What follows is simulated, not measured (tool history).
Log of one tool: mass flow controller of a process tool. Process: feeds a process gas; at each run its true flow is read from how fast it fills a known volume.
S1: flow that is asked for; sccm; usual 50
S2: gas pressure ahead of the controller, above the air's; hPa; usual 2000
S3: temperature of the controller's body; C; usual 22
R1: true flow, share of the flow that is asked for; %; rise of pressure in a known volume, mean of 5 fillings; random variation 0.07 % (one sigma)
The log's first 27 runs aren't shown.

Run 28, hour 10389.6: usual settings but S1 16 sccm, S2 2340 hPa. Result: R1 95.43 %.
At hour 10560.2: controller's zero set anew.
Run 29, hour 10816.6: usual settings but S1 85 sccm, S2 1940 hPa, S3 39 C. Result: R1 101.43 %.
Run 30, hour 11393.8: usual settings but S2 1520 hPa. Result: R1 101.61 %.
Run 31, hour 11951.9: usual settings but S2 1520 hPa. Result: R1 101.60 %.
Run 32, hour 12308.7: usual settings but S2 1520 hPa. Result: R1 101.67 %.
Run 33, hour 12561.1: usual settings but S1 21 sccm, S2 2480 hPa, S3 23 C. Result: R1 100.15 %.
Run 34, hour 12938.2: usual settings but S1 13 sccm, S2 1740 hPa, S3 28 C. Result: R1 98.74 %.
Run 35, hour 13504.5: usual settings but S1 16 sccm, S2 1740 hPa, S3 40 C. Result: R1 98.58 %.
Run 36, hour 13918.8: usual settings but S1 12 sccm, S2 2530 hPa, S3 26 C. Result: R1 97.91 %.

4 ways to go on from here, each from the tool as it stands after run 36. What would each give?
Run A, hour 14364.0: usual settings but S1 90 sccm, S2 1770 hPa, S3 31 C. Result: R1 ?.
Run B, hour 14364.0: usual settings but S1 56 sccm. Result: R1 ?.
Run C, hour 14364.0: usual settings but S1 75 sccm, S3 30 C. Result: R1 ?.
Run D, hour 14364.0: usual settings but S1 20 sccm, S3 28 C. Result: R1 ?.

run      R1
  A  102.46
  B  101.74
  C  101.92
  D   99.26
Without the tool's hidden state the same runs would have given:
run     R1
  A  99.70
  B  99.33
  C  99.28
  D  98.50

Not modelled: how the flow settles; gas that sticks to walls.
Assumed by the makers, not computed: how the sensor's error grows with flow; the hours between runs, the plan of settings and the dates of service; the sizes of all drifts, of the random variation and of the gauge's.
